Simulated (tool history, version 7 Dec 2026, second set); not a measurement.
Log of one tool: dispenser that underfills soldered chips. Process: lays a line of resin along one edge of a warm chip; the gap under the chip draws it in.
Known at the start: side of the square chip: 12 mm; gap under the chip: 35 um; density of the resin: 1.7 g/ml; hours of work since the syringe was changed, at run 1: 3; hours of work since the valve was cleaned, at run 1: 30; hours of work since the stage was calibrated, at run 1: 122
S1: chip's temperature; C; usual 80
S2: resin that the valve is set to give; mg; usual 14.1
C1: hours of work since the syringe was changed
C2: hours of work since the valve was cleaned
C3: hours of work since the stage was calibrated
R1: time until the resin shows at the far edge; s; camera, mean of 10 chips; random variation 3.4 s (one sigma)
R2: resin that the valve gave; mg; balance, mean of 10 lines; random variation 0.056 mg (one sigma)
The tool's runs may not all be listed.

run   hour  S1    S2  C1  C2   C3     R1     R2
  1    0.0  80  14.1   3  30  122  388.8  13.74
  2    3.6  80  12.7   5  33  124  466.2  12.45
       4.8  -- new syringe of resin
  3    9.0  80  12.7   3  37  128  420.7  12.32
      13.1  -- new syringe of resin
  4   15.8  80  12.7   2  42  134  379.4  12.30
      21.2  -- new syringe of resin
  5   21.2  80  12.7   0  46  138  334.4  12.18
  6   24.8  80  17.3   3  48  140  381.0  16.63
      29.2  -- new syringe of resin
      30.2  -- dispensing valve cleaned and set on the balance
  7   32.3  81  14.1   2   2  145  349.3  14.10
  8   36.2  80  16.1   5   5  148  433.6  16.02
      38.4  -- new syringe of resin
  9   40.3  80  16.1   1   8  151  358.9  16.06
 10   43.7  80  16.1   4  10  154  413.4  16.07
      46.6  -- new syringe of resin
 11   47.1  80  14.1   0  13  156  343.6  14.01
 12   52.1  80  14.1   4  17  160  428.6  13.85
      54.6  -- new syringe of resin
 13   56.7  80  14.1   2  20  164  368.9  13.83
 14   60.9  80  14.1   5  23  167  434.2  13.87
      62.6  -- new syringe of resin
 15   64.9  80  14.1   2  26  170  360.9  13.90
      71.0  -- new syringe of resin
 16   72.0  80  14.1   1  32  175  347.5  13.79
 17   76.8  80  14.1   5  35  179  430.1  13.69
      79.3  -- new syringe of resin
 18   81.9  80  14.1   2  39  183  366.2  13.62
      87.3  -- new syringe of resin
 19   88.5  68  16.0   1  44  188  497.2  15.40
 20   94.8  83  17.9   6  49  193  425.7  17.25
      95.6  -- new syringe of resin
      99.9  -- dispensing valve cleaned and set on the balance
 21  101.0  87  15.8   4   1  197  335.9  15.77
     104.8  -- new syringe of resin
 22  104.8  80  14.8   0   4  199  324.4  14.80
 23  109.5  80  14.8   4   7  203  415.2  14.67
     112.9  -- new syringe of resin
 24  113.0  80  14.8   0  10  206  327.1  14.59
 25  116.3  80  14.8   3  12  208  384.4  14.54
     121.3  -- new syringe of resin
 26  123.4  89  12.9   2  18  214  280.9  12.72
     129.5  -- new syringe of resin
 27  130.8  71  14.1   1  23  219  445.4  13.74
 28  134.8  85  16.2   4  26  222  363.6  15.83
     137.8  -- new syringe of resin
 29  141.0  81  13.9   3  31  227  371.7  13.50
 30  144.4  81  13.9   5  34  230  430.1  13.50
     146.2  -- new syringe of resin
 31  147.8  81  13.9   1  36  232  340.9  13.42
 32  153.2  86  16.1   5  40  236  377.0  15.42
     154.3  -- new syringe of resin
 33  158.6  86  16.1   3  45  240  335.2  15.57
     162.3  -- new syringe of resin
 34  162.6  67  16.7   0  47  243  469.4  16.02
     169.4  -- dispensing valve cleaned and set on the balance
 35  169.4  70  12.9   5   0  248  576.5  12.89

Hidden state or all else? Some run-to-run changes of R1, split into what the settings, what came in and random variation would give without the hidden state, and what is left for the hidden state (with any gauge scatter that isn't in both results):
The hidden state here: resin's viscosity, % of fresh resin's; dose that the valve gives, % of what is set; true chip temperature over the reading, C; drift of the gauge itself on fill_s, %; drift of the gauge itself on given_mg, %.
Run 18 -> 19: S1 80 -> 68, S2 14.1 -> 16.0, new syringe of resin. R1 +131.0 s: hidden state -22.8, all else +153.8.
Run 19 -> 20: S1 68 -> 83, S2 16.0 -> 17.9. R1 -71.5 s: hidden state +107.5, all else -179.0.
Run 26 -> 27: S1 89 -> 71, S2 12.9 -> 14.1, new syringe of resin. R1 +164.5 s: hidden state -2.0, all else +166.5.
Run 30 -> 31: new syringe of resin. R1 -89.2 s: hidden state -91.6, all else +2.4.
Run 33 -> 34: S1 86 -> 67, S2 16.1 -> 16.7, new syringe of resin. R1 +134.2 s: hidden state -66.8, all else +201.0.
Run 34 -> 35: S1 67 -> 70, S2 16.7 -> 12.9, dispensing valve cleaned and set on the balance. R1 +107.1 s: hidden state +139.2, all else -32.1.
